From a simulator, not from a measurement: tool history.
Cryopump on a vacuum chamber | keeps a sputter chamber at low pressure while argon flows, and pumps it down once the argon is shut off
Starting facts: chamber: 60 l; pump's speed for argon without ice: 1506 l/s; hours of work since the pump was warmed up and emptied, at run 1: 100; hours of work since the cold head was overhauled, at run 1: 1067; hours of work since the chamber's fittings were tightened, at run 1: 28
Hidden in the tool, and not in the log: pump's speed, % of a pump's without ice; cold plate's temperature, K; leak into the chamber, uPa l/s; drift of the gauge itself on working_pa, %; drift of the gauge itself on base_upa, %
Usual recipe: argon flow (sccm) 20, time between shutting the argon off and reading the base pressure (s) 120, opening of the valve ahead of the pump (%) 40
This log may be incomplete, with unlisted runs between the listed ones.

| run | hour | argon flow (sccm) | time between shutting the argon off and reading the base pressure (s) | opening of the valve ahead of the pump (%) | hours of work since the pump was warmed up and emptied | hours of work since the cold head was overhauled | hours of work since the chamber's fittings were tightened | pressure while argon flows (Pa) | pressure after the wait (uPa) |
|---|---|---|---|---|---|---|---|---|---|
| 1 | 0.0 | 20 | 120 | 40 | 100 | 1067 | 28 | 0.0577 | 0.96 |
| 2 | 57.1 | 20 | 120 | 20 | 135 | 1102 | 64 | 0.1134 | 0.98 |
| 3 | 112.6 | 20 | 101 | 40 | 170 | 1137 | 99 | 0.0586 | 1.13 |
| 4 | 179.2 | 20 | 101 | 40 | 212 | 1179 | 140 | 0.0589 | 1.17 |
| 5 | 220.1 | 9 | 120 | 40 | 237 | 1204 | 166 | 0.0268 | 1.10 |
| 6 | 299.3 | 9 | 120 | 40 | 287 | 1254 | 216 | 0.0267 | 1.11 |
| 7 | 368.2 | 9 | 120 | 40 | 330 | 1297 | 259 | 0.0278 | 1.16 |
| 8 | 440.8 | 9 | 120 | 40 | 375 | 1342 | 304 | 0.0266 | 1.18 |
| 9 | 493.5 | 9 | 120 | 40 | 408 | 1375 | 337 | 0.0269 | 1.23 |
| 10 | 541.8 | 27 | 120 | 40 | 438 | 1405 | 367 | 0.0829 | 1.24 |
| 11 | 616.7 | 27 | 120 | 40 | 485 | 1452 | 414 | 0.0825 | 1.34 |
| 12 | 661.7 | 27 | 120 | 40 | 513 | 1480 | 442 | 0.0829 | 1.31 |
| 13 | 742.7 | 20 | 120 | 40 | 564 | 1531 | 493 | 0.0624 | 1.41 |
| 14 | 820.6 | 20 | 120 | 40 | 613 | 1580 | 542 | 0.0634 | 1.49 |
| 15 | 894.3 | 20 | 120 | 40 | 659 | 1626 | 588 | 0.0635 | 1.57 |
| 16 | 936.6 | 20 | 120 | 40 | 685 | 1652 | 614 | 0.0647 | 1.58 |
| 17 | 994.4 | 20 | 120 | 40 | 721 | 1688 | 650 | 0.0648 | 1.60 |
| 18 | 1074.7 | 24 | 36 | 40 | 772 | 1739 | 700 | 0.0789 | 3.22 |
| 19 | 1111.1 | 24 | 36 | 40 | 794 | 1761 | 723 | 0.0806 | 3.29 |
| 20 | 1176.8 | 10 | 293 | 41 | 835 | 1802 | 764 | 0.0337 | 1.33 |
| 21 | 1222.9 | 10 | 293 | 41 | 864 | 1831 | 793 | 0.0330 | 1.43 |
| 22 | 1256.8 | 10 | 26 | 16 | 885 | 1852 | 814 | 0.0770 | 4.39 |
| 23 | 1309.1 | 17 | 26 | 29 | 918 | 1885 | 847 | 0.0763 | 4.36 |
|  | 1356.1 | pump warmed up, emptied and cooled again |
| 24 | 1372.3 | 20 | 46 | 40 | 10 | 1922 | 883 | 0.0572 | 2.65 |
| 25 | 1443.3 | 20 | 46 | 40 | 55 | 1966 | 928 | 0.0573 | 2.70 |
| 26 | 1520.9 | 24 | 45 | 26 | 103 | 2014 | 976 | 0.1056 | 2.84 |
| 27 | 1558.9 | 15 | 78 | 20 | 127 | 2038 | 1000 | 0.0867 | 2.06 |
| 28 | 1597.9 | 22 | 41 | 44 | 151 | 2063 | 1024 | 0.0592 | 2.97 |
| 29 | 1655.0 | 22 | 41 | 44 | 187 | 2098 | 1060 | 0.0587 | 3.08 |
| 30 | 1699.0 | 20 | 51 | 15 | 214 | 2126 | 1088 | 0.1512 | 2.64 |
| 31 | 1768.5 | 13 | 51 | 42 | 258 | 2169 | 1131 | 0.0368 | 2.73 |
| 32 | 1844.9 | 13 | 51 | 42 | 306 | 2217 | 1179 | 0.0366 | 2.75 |
| 33 | 1925.3 | 13 | 51 | 42 | 356 | 2267 | 1229 | 0.0377 | 2.90 |

4 options for the next run, each taken on its own from the tool as it stands now. Forecast them:
| A | 1991.7 | 34 | 201 | 18 | 397 | 2309 | 1271 | ? | ? |
| B | 1991.7 | 11 | 50 | 40 | 397 | 2309 | 1271 | ? | ? |
| C | 1991.7 | 32 | 120 | 40 | 397 | 2309 | 1271 | ? | ? |
| D | 1991.7 | 38 | 181 | 20 | 397 | 2309 | 1271 | ? | ? |

| run | pressure while argon flows (Pa) | pressure after the wait (uPa) |
|---|---|---|
| A | 0.2208 | 1.72 |
| B | 0.0329 | 2.88 |
| C | 0.0962 | 1.96 |
| D | 0.2236 | 1.77 |
Stripped of hidden state, with their random variation kept, the same runs would have yielded:
| run | pressure while argon flows (Pa) | pressure after the wait (uPa) |
|---|---|---|
| A | 0.2124 | 0.62 |
| B | 0.0302 | 1.81 |
| C | 0.0885 | 0.88 |
| D | 0.2142 | 0.68 |

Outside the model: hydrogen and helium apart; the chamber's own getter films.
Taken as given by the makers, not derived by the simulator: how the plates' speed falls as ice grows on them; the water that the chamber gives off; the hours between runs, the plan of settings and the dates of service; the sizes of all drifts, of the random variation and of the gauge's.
